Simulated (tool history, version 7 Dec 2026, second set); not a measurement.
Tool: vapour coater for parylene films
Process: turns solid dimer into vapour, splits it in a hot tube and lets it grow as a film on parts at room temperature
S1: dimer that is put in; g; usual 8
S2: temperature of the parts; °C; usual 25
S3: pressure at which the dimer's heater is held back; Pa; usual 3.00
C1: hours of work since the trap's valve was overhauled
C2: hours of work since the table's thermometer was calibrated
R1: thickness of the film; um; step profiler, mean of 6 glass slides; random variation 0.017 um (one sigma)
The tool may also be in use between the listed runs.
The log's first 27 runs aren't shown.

run    hour  S1  S2     S3   C1    C2    R1
 28   639.1   8  30   3.00  471   820  1.65
 29   658.8   8  30   3.00  484   833  1.64
 30   688.6   8  30   3.00  504   854  1.64
 31   706.1  13  25   2.85  516   866  3.37
 32   719.7   9  24   4.56  526   875  2.27
 33   747.7   9  24   4.56  545   894  2.30
 34   770.3   9  29   5.95  560   910  1.74
 35   785.4   9  29   5.95  571   920  1.75
 36   803.5   8  21  10.54  583   932  2.03
 37   833.3  12  22   6.89  604   953  3.14
 38   864.4  13  27   2.11  625   974  3.22
      878.3  -- trap's valve overhauled
 39   898.4  13  19   7.61   14   995  3.80
 40   920.5   8  37  11.04   29  1010  1.00
 41   947.0   3  20   5.47   47  1028  0.87
 42   967.7  11  25   3.00   61  1042  2.83
 43   997.2   6  25   3.00   82  1062  1.58
 44  1012.5   6  25   3.00   92  1073  1.55
 45  1035.0  13  20   7.41  107  1088  3.62
 46  1067.0   5  25   4.47  129  1110  1.24
 47  1097.1   4  35   2.47  150  1131  0.70

Forecast each of these 4 alternatives for the next run:
  A  1116.1  12  18   3.73  163  1144   ?
  B  1116.1   7  27  10.87  163  1144   ?
  C  1116.1  12  25   2.26  163  1144   ?
  D  1116.1  11  35   4.56  163  1144   ?

run    R1
  A  4.10
  B  1.34
  C  3.19
  D  1.69
Without the tool's hidden state the same runs would have given:
run    R1
  A  4.11
  B  1.34
  C  3.19
  D  1.69

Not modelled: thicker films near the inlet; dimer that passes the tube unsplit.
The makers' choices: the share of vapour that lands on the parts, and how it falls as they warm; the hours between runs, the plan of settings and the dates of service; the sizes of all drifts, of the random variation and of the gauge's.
